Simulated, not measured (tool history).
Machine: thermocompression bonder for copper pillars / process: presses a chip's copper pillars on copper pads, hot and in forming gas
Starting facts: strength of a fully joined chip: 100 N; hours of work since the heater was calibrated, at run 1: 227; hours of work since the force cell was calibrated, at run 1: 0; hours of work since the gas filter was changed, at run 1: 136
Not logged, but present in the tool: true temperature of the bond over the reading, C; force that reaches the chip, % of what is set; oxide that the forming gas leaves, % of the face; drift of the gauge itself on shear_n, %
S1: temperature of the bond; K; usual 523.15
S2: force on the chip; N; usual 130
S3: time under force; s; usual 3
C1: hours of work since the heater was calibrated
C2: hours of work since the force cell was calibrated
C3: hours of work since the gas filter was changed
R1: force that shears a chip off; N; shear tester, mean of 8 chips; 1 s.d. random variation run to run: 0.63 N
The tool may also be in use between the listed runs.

| run | hour | S1 | S2 | S3 | C1 | C2 | C3 | R1 |
|---|---|---|---|---|---|---|---|---|
| 1 | 0.0 | 523.15 | 130 | 3 | 227 | 0 | 136 | 37.8 |
|  | 72.0 | forming gas filter changed |
| 2 | 84.9 | 523.15 | 130 | 3 | 286 | 59 | 9 | 38.6 |
| 3 | 138.4 | 524.15 | 130 | 3 | 323 | 96 | 46 | 38.4 |
| 4 | 185.6 | 523.15 | 130 | 3 | 356 | 129 | 79 | 36.2 |
| 5 | 281.7 | 523.15 | 130 | 5 | 423 | 196 | 146 | 41.7 |
|  | 333.2 | forming gas filter changed |
| 6 | 349.4 | 523.15 | 130 | 5 | 470 | 243 | 11 | 46.1 |
| 7 | 389.7 | 523.15 | 89 | 3 | 498 | 271 | 39 | 24.5 |
| 8 | 460.7 | 523.15 | 89 | 3 | 548 | 321 | 89 | 24.1 |
| 9 | 537.5 | 523.15 | 130 | 7 | 601 | 375 | 143 | 46.2 |
|  | 561.9 | heater calibrated with a thermocouple chip |
|  | 597.6 | forming gas filter changed |
| 10 | 620.6 | 523.15 | 130 | 7 | 41 | 431 | 16 | 54.3 |
| 11 | 704.1 | 523.15 | 130 | 7 | 99 | 489 | 74 | 52.3 |
| 12 | 800.8 | 523.15 | 130 | 5 | 167 | 557 | 142 | 44.3 |
| 13 | 847.2 | 523.15 | 130 | 5 | 199 | 589 | 174 | 43.3 |
|  | 859.8 | forming gas filter changed |
| 14 | 891.1 | 523.15 | 130 | 5 | 229 | 619 | 22 | 45.7 |
| 15 | 939.6 | 523.15 | 130 | 5 | 263 | 653 | 56 | 45.9 |
| 16 | 1025.0 | 523.15 | 130 | 5 | 323 | 713 | 115 | 42.6 |
| 17 | 1117.5 | 523.15 | 130 | 5 | 387 | 778 | 180 | 41.9 |
|  | 1125.7 | forming gas filter changed |
| 18 | 1174.0 | 523.15 | 130 | 5 | 426 | 817 | 34 | 44.1 |
| 19 | 1259.9 | 523.15 | 130 | 5 | 486 | 877 | 94 | 42.3 |
| 20 | 1333.8 | 523.15 | 130 | 5 | 538 | 928 | 145 | 40.3 |
|  | 1387.4 | forming gas filter changed |
| 21 | 1421.7 | 523.15 | 130 | 5 | 599 | 989 | 24 | 43.0 |
|  | 1445.9 | heater calibrated with a thermocouple chip |
| 22 | 1497.9 | 519.15 | 130 | 5 | 36 | 1041 | 76 | 42.5 |
| 23 | 1551.9 | 550.15 | 93 | 6 | 74 | 1079 | 113 | 53.3 |
|  | 1626.4 | force cell calibrated |
| 24 | 1648.5 | 550.15 | 93 | 6 | 140 | 15 | 180 | 53.3 |
|  | 1656.0 | forming gas filter changed |
| 25 | 1703.6 | 544.15 | 138 | 7 | 179 | 54 | 33 | 73.5 |
| 26 | 1776.1 | 544.15 | 138 | 7 | 229 | 104 | 84 | 70.2 |
| 27 | 1843.8 | 544.15 | 138 | 7 | 276 | 151 | 131 | 69.0 |
| 28 | 1897.9 | 515.15 | 115 | 4 | 314 | 189 | 169 | 29.3 |
|  | 1919.8 | forming gas filter changed |
| 29 | 1992.4 | 523.15 | 130 | 3 | 380 | 255 | 51 | 37.0 |
| 30 | 2081.8 | 523.15 | 130 | 3 | 442 | 317 | 113 | 36.2 |
| 31 | 2177.4 | 523.15 | 130 | 3 | 509 | 384 | 180 | 33.6 |
|  | 2182.0 | forming gas filter changed |
| 32 | 2248.8 | 502.15 | 105 | 3 | 559 | 434 | 47 | 18.6 |
|  | 2326.8 | heater calibrated with a thermocouple chip |
| 33 | 2344.7 | 502.15 | 105 | 3 | 13 | 499 | 112 | 21.5 |
| 34 | 2385.3 | 502.15 | 105 | 3 | 41 | 528 | 141 | 20.9 |
| 35 | 2431.3 | 504.15 | 98 | 2 | 73 | 560 | 173 | 16.5 |
|  | 2449.8 | forming gas filter changed |
| 36 | 2509.5 | 535.15 | 78 | 2 | 127 | 614 | 42 | 24.1 |
| 37 | 2597.4 | 542.15 | 121 | 8 | 189 | 675 | 103 | 64.4 |
| 38 | 2657.5 | 542.15 | 121 | 8 | 231 | 717 | 145 | 62.7 |

Branching from run 38: 3 alternative next runs. What would each branch give?
|  | 2715.6 | forming gas filter changed |
| A | 2731.4 | 542.15 | 129 | 2 | 282 | 768 | 11 | ? |
|  | 2715.6 | forming gas filter changed |
| B | 2731.4 | 523.15 | 103 | 7 | 282 | 768 | 11 | ? |
|  | 2715.6 | forming gas filter changed |
| C | 2731.4 | 539.15 | 130 | 7 | 282 | 768 | 11 | ? |

| run | R1 |
|---|---|
| A | 44.3 |
| B | 40.9 |
| C | 64.6 |
Had the tool no hidden state, the same runs would have come out as:
| run | R1 |
|---|---|
| A | 48.6 |
| B | 45.3 |
| C | 69.5 |

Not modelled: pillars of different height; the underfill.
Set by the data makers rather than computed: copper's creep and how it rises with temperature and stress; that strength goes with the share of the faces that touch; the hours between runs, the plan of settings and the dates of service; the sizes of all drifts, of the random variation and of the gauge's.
